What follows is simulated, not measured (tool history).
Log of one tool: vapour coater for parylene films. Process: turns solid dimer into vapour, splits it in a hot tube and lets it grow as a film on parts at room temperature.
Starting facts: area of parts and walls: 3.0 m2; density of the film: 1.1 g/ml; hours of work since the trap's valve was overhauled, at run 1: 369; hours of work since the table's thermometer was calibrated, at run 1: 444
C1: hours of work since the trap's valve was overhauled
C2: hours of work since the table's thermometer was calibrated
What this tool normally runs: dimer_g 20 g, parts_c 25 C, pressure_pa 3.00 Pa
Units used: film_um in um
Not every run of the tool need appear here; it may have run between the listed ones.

Run 1, hour 0.0: usual settings; C1 369; C2 444. Result: film_um 3.77 um.
Run 2, hour 10.5: usual settings; C1 377; C2 452. Result: film_um 3.74 um.
Run 3, hour 20.1: usual settings; C1 385; C2 460. Result: film_um 3.76 um.
Run 4, hour 27.5: usual settings; C1 390; C2 465. Result: film_um 3.69 um.
Run 5, hour 38.2: usual settings; C1 399; C2 473. Result: film_um 3.71 um.
Run 6, hour 51.8: usual settings but pressure_pa 2.90 Pa; C1 409; C2 484. Result: film_um 3.85 um.
Run 7, hour 63.1: usual settings but dimer_g 12 g; C1 418; C2 493. Result: film_um 2.23 um.
Run 8, hour 77.0: usual settings; C1 428; C2 503. Result: film_um 3.73 um.
Run 9, hour 88.7: usual settings; C1 437; C2 512. Result: film_um 3.79 um.
Run 10, hour 105.9: usual settings but parts_c 21 C; C1 450; C2 525. Result: film_um 4.28 um.
Run 11, hour 119.6: usual settings; C1 461; C2 536. Result: film_um 3.74 um.
At hour 131.5: trap's valve overhauled.
Run 12, hour 131.5: usual settings but parts_c 26 C; C1 0; C2 542. Result: film_um 3.63 um.
Run 13, hour 139.9: usual settings but parts_c 27 C; C1 6; C2 548. Result: film_um 3.46 um.
Run 14, hour 154.9: usual settings but parts_c 27 C; C1 18; C2 560. Result: film_um 3.51 um.
Run 15, hour 166.1: usual settings but parts_c 27 C; C1 26; C2 568. Result: film_um 3.50 um.
Run 16, hour 173.5: usual settings; C1 32; C2 574. Result: film_um 3.76 um.
Run 17, hour 182.7: usual settings; C1 39; C2 581. Result: film_um 3.75 um.
Run 18, hour 192.7: usual settings; C1 47; C2 589. Result: film_um 3.73 um.
Run 19, hour 199.7: usual settings but pressure_pa 11.44 Pa; C1 52; C2 594. Result: film_um 2.78 um.
Run 20, hour 216.6: usual settings but pressure_pa 11.44 Pa; C1 65; C2 607. Result: film_um 2.85 um.
Run 21, hour 225.5: usual settings but pressure_pa 11.44 Pa; C1 72; C2 614. Result: film_um 2.88 um.
Run 22, hour 236.2: usual settings but pressure_pa 11.44 Pa; C1 80; C2 622. Result: film_um 2.88 um.
Run 23, hour 243.5: usual settings but pressure_pa 11.44 Pa; C1 86; C2 628. Result: film_um 2.87 um.
Run 24, hour 253.0: usual settings but dimer_g 15 g, parts_c 29 C, pressure_pa 11.48 Pa; C1 93; C2 635. Result: film_um 1.83 um.
Run 25, hour 269.8: usual settings but dimer_g 14 g, parts_c 19 C, pressure_pa 3.56 Pa; C1 106; C2 648. Result: film_um 3.17 um.
Run 26, hour 278.0: usual settings but dimer_g 14 g, parts_c 19 C, pressure_pa 3.56 Pa; C1 112; C2 654. Result: film_um 3.16 um.
Run 27, hour 290.1: usual settings but dimer_g 14 g, pressure_pa 4.89 Pa; C1 121; C2 663. Result: film_um 2.38 um.
Run 28, hour 306.1: usual settings but dimer_g 9 g, parts_c 34 C, pressure_pa 4.89 Pa; C1 134; C2 676. Result: film_um 1.09 um.
Run 29, hour 320.4: usual settings but dimer_g 16 g, parts_c 22 C, pressure_pa 4.89 Pa; C1 145; C2 686. Result: film_um 3.01 um.
Run 30, hour 327.7: usual settings but dimer_g 12 g, parts_c 31 C, pressure_pa 2.28 Pa; C1 150; C2 692. Result: film_um 1.92 um.
Run 31, hour 336.2: usual settings but dimer_g 12 g, parts_c 31 C, pressure_pa 2.28 Pa; C1 157; C2 699. Result: film_um 1.94 um.
Run 32, hour 347.2: usual settings but pressure_pa 2.43 Pa; C1 165; C2 707. Result: film_um 3.94 um.
Run 33, hour 357.6: usual settings but pressure_pa 2.26 Pa; C1 173; C2 715. Result: film_um 3.91 um.
Run 34, hour 368.0: usual settings but dimer_g 23 g, parts_c 32 C, pressure_pa 5.83 Pa; C1 181; C2 723. Result: film_um 2.90 um.
Run 35, hour 380.5: usual settings but dimer_g 13 g, parts_c 22 C, pressure_pa 4.43 Pa; C1 191; C2 732. Result: film_um 2.51 um.
Run 36, hour 388.7: usual settings but dimer_g 25 g, parts_c 32 C, pressure_pa 2.85 Pa; C1 197; C2 739. Result: film_um 3.73 um.
Run 37, hour 401.5: usual settings but dimer_g 15 g, pressure_pa 7.75 Pa; C1 207; C2 749. Result: film_um 2.29 um.
Run 38, hour 415.8: usual settings but parts_c 17 C, pressure_pa 2.56 Pa; C1 218; C2 760. Result: film_um 5.14 um.
Run 39, hour 431.5: usual settings but dimer_g 33 g, parts_c 29 C, pressure_pa 5.25 Pa; C1 230; C2 772. Result: film_um 4.80 um.
Run 40, hour 440.5: usual settings but dimer_g 33 g, parts_c 29 C, pressure_pa 5.25 Pa; C1 237; C2 778. Result: film_um 4.78 um.
Run 41, hour 454.4: usual settings but dimer_g 9 g, pressure_pa 8.12 Pa; C1 247; C2 789. Result: film_um 1.36 um.
Run 42, hour 461.8: usual settings but dimer_g 9 g, pressure_pa 8.12 Pa; C1 253; C2 795. Result: film_um 1.33 um.
Run 43, hour 472.1: usual settings but dimer_g 10 g, pressure_pa 9.25 Pa; C1 261; C2 803. Result: film_um 1.49 um.
Run 44, hour 480.6: usual settings but dimer_g 14 g, parts_c 32 C, pressure_pa 3.34 Pa; C1 267; C2 809. Result: film_um 1.97 um.
Run 45, hour 488.3: usual settings but dimer_g 35 g, parts_c 26 C, pressure_pa 6.49 Pa; C1 273; C2 815. Result: film_um 5.41 um.

4 options for the next run, each taken on its own from the tool as it stands now. Forecast them:
Run A, hour 505.4: usual settings but dimer_g 35 g, parts_c 17 C, pressure_pa 4.94 Pa; C1 286; C2 828. Result: film_um ?.
Run B, hour 505.4: usual settings but dimer_g 35 g, parts_c 34 C, pressure_pa 6.49 Pa; C1 286; C2 828. Result: film_um ?.
Run C, hour 505.4: usual settings but parts_c 21 C, pressure_pa 4.19 Pa; C1 286; C2 828. Result: film_um ?.
Run D, hour 505.4: usual settings but dimer_g 9 g, parts_c 23 C, pressure_pa 3.08 Pa; C1 286; C2 828. Result: film_um ?.

run  film_um
  A     7.90
  B     4.08
  C     4.01
  D     1.81
Without the tool's hidden state the same runs would have given:
run  film_um
  A     7.92
  B     4.09
  C     4.02
  D     1.81

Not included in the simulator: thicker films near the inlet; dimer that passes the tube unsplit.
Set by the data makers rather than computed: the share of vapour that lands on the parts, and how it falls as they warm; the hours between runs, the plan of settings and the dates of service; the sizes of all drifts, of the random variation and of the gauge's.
